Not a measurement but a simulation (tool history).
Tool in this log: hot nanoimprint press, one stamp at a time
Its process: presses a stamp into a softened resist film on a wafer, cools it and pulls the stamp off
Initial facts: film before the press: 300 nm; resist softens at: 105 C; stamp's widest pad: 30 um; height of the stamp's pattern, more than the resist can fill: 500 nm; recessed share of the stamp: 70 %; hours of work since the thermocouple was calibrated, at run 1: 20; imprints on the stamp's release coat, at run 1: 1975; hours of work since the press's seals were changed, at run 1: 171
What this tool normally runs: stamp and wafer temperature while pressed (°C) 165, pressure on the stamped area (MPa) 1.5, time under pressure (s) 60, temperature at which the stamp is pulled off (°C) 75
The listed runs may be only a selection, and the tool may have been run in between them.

run	hour	stamp and wafer temperature while pressed (°C)	pressure on the stamped area (MPa)	time under pressure (s)	temperature at which the stamp is pulled off (°C)	hours of work since the thermocouple was calibrated	imprints on the stamp's release coat	hours of work since the press's seals were changed	resist left under the stamp's widest pad (Å)	greatest force while the stamp is pulled off (N)
1	0	165	1.5	60	75	20	1975	171	1544	152
2	46	156	1.5	60	75	43	2075	194	2240	157
3	73.2	165	1.5	60	75	57	2134	208	1538	151
4	125	165	1.5	60	81	83	2247	234	1538	140
5	168.8	165	1.5	60	81	105	2343	256	1536	149
6	218.9	165	1.5	60	75	130	2452	281	1533	161
# hour 244.1: stamp cleaned and given a new release coat
7	263.5	176	1.5	42	75	149	43	301	1060	136
8	315.8	165	1.5	39	68	175	156	327	1753	148
9	345.3	158	1.64	60	78	190	221	342	1990	132

What does the tool deliver on the next run?
10	372.4	161	1.64	60	73	204	280	355	?	?

{"run 10": {"resist left under the stamp's widest pad (Å)": 1754, "greatest force while the stamp is pulled off (N)": 143}}
With no hidden state in the tool, this same run would have given resist left under the stamp's widest pad (Å) 1763, greatest force while the stamp is pulled off (N) 140.
